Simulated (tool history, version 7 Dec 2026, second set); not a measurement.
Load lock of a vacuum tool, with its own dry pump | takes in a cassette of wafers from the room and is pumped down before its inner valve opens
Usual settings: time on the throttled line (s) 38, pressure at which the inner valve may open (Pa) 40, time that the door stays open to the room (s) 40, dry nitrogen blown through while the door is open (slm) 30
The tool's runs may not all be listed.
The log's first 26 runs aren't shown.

| run | hour | time on the throttled line (s) | pressure at which the inner valve may open (Pa) | time that the door stays open to the room (s) | dry nitrogen blown through while the door is open (slm) | hours that the pump has run since its overhaul | times that the door has closed on its seal | incoming humidity of the room's air, % | time from the closed door until the inner valve may open (s) | rise of the pressure with all valves shut (Pa/min) |
|---|---|---|---|---|---|---|---|---|---|---|
| 27 | 8327.3 | 28 | 38 | 121 | 8 | 10106 | 54243 | 41.4 | 79.1 | 0.454 |
| 28 | 8744.1 | 30 | 40 | 40 | 30 | 10523 | 56242 | 45.8 | 81.4 | 0.462 |
|  | 8933.1 | door's seal changed, seat wiped |
| 29 | 8997.9 | 30 | 45 | 40 | 42 | 10775 | 311 | 45.1 | 80.4 | 0.010 |
| 30 | 9444.1 | 38 | 40 | 177 | 37 | 11221 | 2451 | 47.5 | 86.9 | 0.030 |
| 31 | 9777.8 | 38 | 40 | 116 | 30 | 11555 | 4052 | 45.7 | 86.9 | 0.034 |
| 32 | 10043.7 | 42 | 39 | 148 | 39 | 11821 | 5328 | 44.8 | 91.5 | 0.034 |
| 33 | 10345.5 | 38 | 40 | 35 | 30 | 12123 | 6776 | 47.0 | 86.7 | 0.040 |
| 34 | 10631.1 | 36 | 40 | 35 | 42 | 12408 | 8146 | 47.4 | 87.0 | 0.044 |
| 35 | 11009.4 | 36 | 40 | 35 | 42 | 12787 | 9961 | 40.8 | 86.0 | 0.043 |
| 36 | 11366.6 | 22 | 37 | 188 | 5 | 13144 | 11675 | 45.4 | 75.6 | 0.088 |
| 37 | 11761.6 | 38 | 72 | 44 | 30 | 13539 | 13571 | 44.9 | 83.7 | 0.072 |

4 ways to go on from here, each from the tool as it stands after run 37. What would each give?
| A | 11995.2 | 38 | 37 | 40 | 30 | 13772 | 14691 | 43.8 | ? | ? |
| B | 11995.2 | 38 | 72 | 43 | 30 | 13772 | 14691 | 47.6 | ? | ? |
| C | 11995.2 | 71 | 40 | 40 | 30 | 13772 | 14691 | 46.5 | ? | ? |
| D | 11995.2 | 56 | 32 | 30 | 30 | 13772 | 14691 | 45.4 | ? | ? |

| run | time from the closed door until the inner valve may open (s) | rise of the pressure with all valves shut (Pa/min) |
|---|---|---|
| A | 88.9 | 0.072 |
| B | 83.7 | 0.073 |
| C | 112.6 | 0.077 |
| D | 104.1 | 0.081 |
Without the tool's hidden state the same runs would have given:
| run | time from the closed door until the inner valve may open (s) | rise of the pressure with all valves shut (Pa/min) |
|---|---|---|
| A | 81.9 | 0.014 |
| B | 77.3 | 0.014 |
| C | 106.7 | 0.019 |
| D | 97.4 | 0.021 |
